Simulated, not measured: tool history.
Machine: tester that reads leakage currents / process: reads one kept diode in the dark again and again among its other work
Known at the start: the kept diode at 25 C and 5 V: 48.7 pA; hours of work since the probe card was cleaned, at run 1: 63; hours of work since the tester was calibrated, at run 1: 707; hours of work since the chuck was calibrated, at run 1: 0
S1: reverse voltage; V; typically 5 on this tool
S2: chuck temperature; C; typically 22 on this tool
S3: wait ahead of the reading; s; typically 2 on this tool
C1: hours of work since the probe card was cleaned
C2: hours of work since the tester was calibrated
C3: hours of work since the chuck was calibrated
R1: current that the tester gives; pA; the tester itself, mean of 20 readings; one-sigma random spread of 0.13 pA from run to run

run	day	S1	S2	S3	C1	C2	C3	R1
1	0	5	22	2	63	707	0	38.39
2	3.096	5	22	2	109	752	46	38.18
3	6.575	5	22	2	160	803	97	38.37
4	8.446	5	22	2	188	831	124	38.72
5	11.046	5	22	2	226	869	162	38.34
6	14.429	5	22	2	276	919	212	38.11
7	16.683	5	24	2	309	952	245	45.52
8	18.892	5	24	2	341	984	278	45.51
9	22.496	5	52	2	394	1037	331	415.9
10	24.696	5	52	2	427	1070	363	417.34
11	27.554	5	52	2	469	1112	405	417.64
12	29.483	5	22	0.45	497	1140	434	41.28
13	31.85	5	22	1.27	532	1175	468	38.84
14	34.146	4.15	22	2	566	1209	502	35.13
15	36.196	4.15	22	2	596	1239	532	35.22
16	38.012	4.15	22	2	623	1266	559	35.14
17	41.404	5	22	1.22	672	1316	609	38.93
18	43.788	5	22	0.35	707	1351	644	42.4
19	47.396	5	22	2	761	1404	697	38.42
20	50.662	5	22	2	809	1452	745	38.16
21	53.242	5	54	7.83	847	1490	783	481.38
# day 54.838: chuck's temperature calibrated
22	56.183	1.19	22	7.83	889	1532	20	19.5
23	58.608	5.12	21	0.66	924	1567	55	37.45
24	61.412	2.84	39	0.65	965	1609	97	120.95
25	63.296	5	35	2.2	993	1636	124	113.66
26	66.608	1.52	28	0.6	1042	1685	173	37.26
27	68.633	10.5	48	0.46	1072	1715	203	441.14
28	71.196	10.5	48	0.61	1109	1753	241	441.27
29	74.379	5	40	8.44	1156	1799	287	168.83
30	75.925	5	40	8.44	1179	1822	310	168.57
31	78.771	4.25	22	1.94	1221	1864	352	35.61
32	81.579	1.92	42	0.63	1262	1905	393	128.42
33	83.912	3.06	42	0.75	1296	1940	428	158.97
34	86.479	5	30	2	1334	1977	465	75.44
35	87.954	5	30	2	1356	1999	487	75.18
36	90.096	5	30	2	1387	2031	519	75.08
37	91.662	15.07	53	0.79	1410	2054	542	747.29
38	95.208	5	35	2.38	1463	2106	594	113.2
39	97.388	5	35	1.7	1495	2138	626	113.83

What differs in the tool's unlogged condition from the final listed run ahead of each entry between runs to the first listed run following it?
Logged between run 21 and run 22: chuck's temperature calibrated (day 54.838)
  nothing in the hidden state changes from one run to the other
  difference, measured minus the result without the unlogged condition, R1: +0.17 -> +0 pA
